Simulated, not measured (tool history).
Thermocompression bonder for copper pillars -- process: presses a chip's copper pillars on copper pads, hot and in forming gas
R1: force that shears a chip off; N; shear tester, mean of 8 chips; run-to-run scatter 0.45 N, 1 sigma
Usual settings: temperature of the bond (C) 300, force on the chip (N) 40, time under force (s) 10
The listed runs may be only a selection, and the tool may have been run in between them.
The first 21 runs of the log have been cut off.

run 22 day=35.546 | temperature_of_the_bond_(C)=278 force_on_the_chip_(N)=47 time_under_force_(s)=10 | R1=38.5
run 23 day=36.95 | temperature_of_the_bond_(C)=318 force_on_the_chip_(N)=47 time_under_force_(s)=26 | R1=69.1
run 24 day=38.433 | temperature_of_the_bond_(C)=276 force_on_the_chip_(N)=47 time_under_force_(s)=10 | R1=38.1
-- day=39.208 forming gas filter changed
run 25 day=40.662 | temperature_of_the_bond_(C)=323 force_on_the_chip_(N)=49 time_under_force_(s)=27 | R1=72.5
run 26 day=42.975 | temperature_of_the_bond_(C)=323 force_on_the_chip_(N)=49 time_under_force_(s)=27 | R1=71.8
run 27 day=44.142 | temperature_of_the_bond_(C)=325 force_on_the_chip_(N)=49 time_under_force_(s)=22 | R1=68.9
run 28 day=45.217 | temperature_of_the_bond_(C)=304 force_on_the_chip_(N)=56 time_under_force_(s)=10 | R1=52.1
run 29 day=47.35 | temperature_of_the_bond_(C)=300 force_on_the_chip_(N)=27 time_under_force_(s)=6 | R1=28.4
-- day=47.954 heater calibrated with a thermocouple chip
run 30 day=49.096 | temperature_of_the_bond_(C)=300 force_on_the_chip_(N)=27 time_under_force_(s)=6 | R1=28.8
run 31 day=50.221 | temperature_of_the_bond_(C)=307 force_on_the_chip_(N)=40 time_under_force_(s)=10 | R1=45.6
run 32 day=51.8 | temperature_of_the_bond_(C)=300 force_on_the_chip_(N)=40 time_under_force_(s)=29 | R1=60.8
run 33 day=52.821 | temperature_of_the_bond_(C)=295 force_on_the_chip_(N)=34 time_under_force_(s)=13 | R1=41
run 34 day=53.967 | temperature_of_the_bond_(C)=278 force_on_the_chip_(N)=29 time_under_force_(s)=6 | R1=23.5
run 35 day=55.65 | temperature_of_the_bond_(C)=278 force_on_the_chip_(N)=29 time_under_force_(s)=6 | R1=23.7
run 36 day=57.858 | temperature_of_the_bond_(C)=300 force_on_the_chip_(N)=52 time_under_force_(s)=25 | R1=63.4
run 37 day=59.017 | temperature_of_the_bond_(C)=300 force_on_the_chip_(N)=52 time_under_force_(s)=25 | R1=64.3
run 38 day=61.05 | temperature_of_the_bond_(C)=317 force_on_the_chip_(N)=40 time_under_force_(s)=24 | R1=63.2

What does the tool deliver on the next run?
run 39 day=63.367 | temperature_of_the_bond_(C)=276 force_on_the_chip_(N)=31 time_under_force_(s)=20 | R1=?

Logged for run 39: R1 39.5 N.
If the tool had no hidden condition, the same run with the same run-to-run variation would have returned R1 39.7 N.
